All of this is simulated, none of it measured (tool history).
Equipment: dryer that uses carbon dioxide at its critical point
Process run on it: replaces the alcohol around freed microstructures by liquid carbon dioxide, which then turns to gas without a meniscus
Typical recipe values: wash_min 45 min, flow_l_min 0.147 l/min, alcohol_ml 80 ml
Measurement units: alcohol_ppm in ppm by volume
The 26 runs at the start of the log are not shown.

Run 27, hour 802.6: usual settings but wash_min 51 min, flow_l_min 0.183 l/min, alcohol_ml 37 ml. Result: alcohol_ppm 86 ppm by volume.
Run 28, hour 825.2: usual settings but flow_l_min 0.215 l/min, alcohol_ml 22 ml. Result: alcohol_ppm 67 ppm by volume.
Run 29, hour 856.5: usual settings but flow_l_min 0.102 l/min, alcohol_ml 83 ml. Result: alcohol_ppm 2984 ppm by volume.
Run 30, hour 896: usual settings but wash_min 33 min, flow_l_min 0.135 l/min, alcohol_ml 54 ml. Result: alcohol_ppm 2156 ppm by volume.
Run 31, hour 933.2: usual settings but alcohol_ml 40 ml. Result: alcohol_ppm 375 ppm by volume.
Run 32, hour 959.7: usual settings but wash_min 30 min, flow_l_min 0.198 l/min, alcohol_ml 40 ml. Result: alcohol_ppm 565 ppm by volume.
Run 33, hour 1005.2: usual settings but wash_min 62 min, flow_l_min 0.198 l/min, alcohol_ml 30 ml. Result: alcohol_ppm 68 ppm by volume.
At hour 1023.2: inlet filter changed.
Run 34, hour 1028.3: usual settings but wash_min 56 min, flow_l_min 0.099 l/min, alcohol_ml 30 ml. Result: alcohol_ppm 375 ppm by volume.
Run 35, hour 1066.7: usual settings but wash_min 30 min, alcohol_ml 31 ml. Result: alcohol_ppm 891 ppm by volume.
Run 36, hour 1092.4: usual settings but flow_l_min 0.212 l/min, alcohol_ml 115 ml. Result: alcohol_ppm 108 ppm by volume.
Run 37, hour 1135.9: usual settings but wash_min 51 min, flow_l_min 0.115 l/min, alcohol_ml 33 ml. Result: alcohol_ppm 345 ppm by volume.
Run 38, hour 1169.5: usual settings but flow_l_min 0.221 l/min, alcohol_ml 39 ml. Result: alcohol_ppm 73 ppm by volume.
Run 39, hour 1202.2: usual settings but flow_l_min 0.19 l/min, alcohol_ml 44 ml. Result: alcohol_ppm 101 ppm by volume.
Run 40, hour 1248.1: usual settings but wash_min 69 min. Result: alcohol_ppm 93 ppm by volume.
Run 41, hour 1283.8: usual settings but wash_min 27 min, flow_l_min 0.182 l/min, alcohol_ml 89 ml. Result: alcohol_ppm 1902 ppm by volume.
Run 42, hour 1316.6: usual settings but wash_min 27 min, flow_l_min 0.182 l/min, alcohol_ml 89 ml. Result: alcohol_ppm 1939 ppm by volume.
Run 43, hour 1352.6: usual settings but flow_l_min 0.212 l/min, alcohol_ml 43 ml. Result: alcohol_ppm 84 ppm by volume.
Run 44, hour 1385.8: usual settings but wash_min 53 min, flow_l_min 0.212 l/min, alcohol_ml 43 ml. Result: alcohol_ppm 64 ppm by volume.
Run 45, hour 1420.1: usual settings but wash_min 53 min, flow_l_min 0.212 l/min, alcohol_ml 43 ml. Result: alcohol_ppm 67 ppm by volume.

Alternative continuations, all from the tool just after run 45; predict every row:
Run A, hour 1468.4: usual settings but wash_min 65 min, flow_l_min 0.132 l/min, alcohol_ml 92 ml. Result: alcohol_ppm ?.
Run B, hour 1468.4: usual settings but wash_min 71 min, flow_l_min 0.109 l/min, alcohol_ml 43 ml. Result: alcohol_ppm ?.
Run C, hour 1468.4: usual settings but wash_min 65 min, flow_l_min 0.197 l/min, alcohol_ml 99 ml. Result: alcohol_ppm ?.
Run D, hour 1468.4: usual settings but wash_min 53 min, flow_l_min 0.212 l/min, alcohol_ml 51 ml. Result: alcohol_ppm ?.
Run E, hour 1468.4: usual settings but wash_min 67 min, flow_l_min 0.123 l/min, alcohol_ml 75 ml. Result: alcohol_ppm ?.

run  alcohol_ppm
  A          209
  B          206
  C           72
  D           79
  E          217
Take away the tool's hidden state, keep each run's random variation, and the runs would have read:
run  alcohol_ppm
  A           80
  B           87
  C            8
  D           12
  E           87

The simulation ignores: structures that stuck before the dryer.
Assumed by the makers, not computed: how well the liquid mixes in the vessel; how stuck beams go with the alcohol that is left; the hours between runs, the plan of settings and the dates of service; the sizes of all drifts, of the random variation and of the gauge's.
